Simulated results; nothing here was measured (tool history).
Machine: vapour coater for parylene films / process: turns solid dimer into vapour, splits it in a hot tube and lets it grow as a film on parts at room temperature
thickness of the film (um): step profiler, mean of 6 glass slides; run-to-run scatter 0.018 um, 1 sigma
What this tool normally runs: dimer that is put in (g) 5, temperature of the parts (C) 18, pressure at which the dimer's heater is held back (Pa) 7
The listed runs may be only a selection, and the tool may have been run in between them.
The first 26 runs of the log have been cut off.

run,hour,dimer that is put in (g),temperature of the parts (C),pressure at which the dimer's heater is held back (Pa),hours of work since the trap's valve was overhauled,hours of work since the table's thermometer was calibrated,thickness of the film (um)
27,382.3,4,27,6.16,32,520,1.62
28,391.7,5,18,7,37,525,2.78
29,404.9,4,23,7,44,532,1.83
30,413.7,7,29,7.58,48,536,2.47
31,426.7,3,18,4.23,55,543,1.89
32,444.2,3,18,4.23,64,552,1.86
33,452.4,3,18,4.23,68,556,1.86
34,467.6,5,18,6.92,76,564,2.78
35,484.3,3,19,2.59,84,572,1.96
36,493.4,3,19,2.59,89,577,1.98
37,506.1,3,16,3.82,95,583,2.08
38,521.3,3,16,3.82,103,591,2.03
39,534.7,3,16,3.82,110,598,2.02
40,552.4,9,18,3.76,119,607,5.68
41,565.7,9,18,3.76,126,614,5.6
42,582.8,7,18,7,134,622,3.83
43,592,9,13,4.52,139,627,6.45
44,607.9,9,13,4.52,147,635,6.4
45,625.7,4,25,9.99,156,644,1.51
46,640,4,25,9.99,164,652,1.52

Each row is a separate what-if for the run after 46, all from the same tool condition, not one after another. Results?
A,652.3,4,16,8.89,170,658,?
B,652.3,3,19,9.99,170,658,?
C,652.3,4,15,9.85,170,658,?
D,652.3,4,15,9.99,170,658,?

run,thickness of the film (um)
A,2.21
B,1.44
C,2.28
D,2.26
Stripped of hidden state, with their random variation kept, the same runs would have yielded:
run,thickness of the film (um)
A,2.28
B,1.49
C,2.35
D,2.34
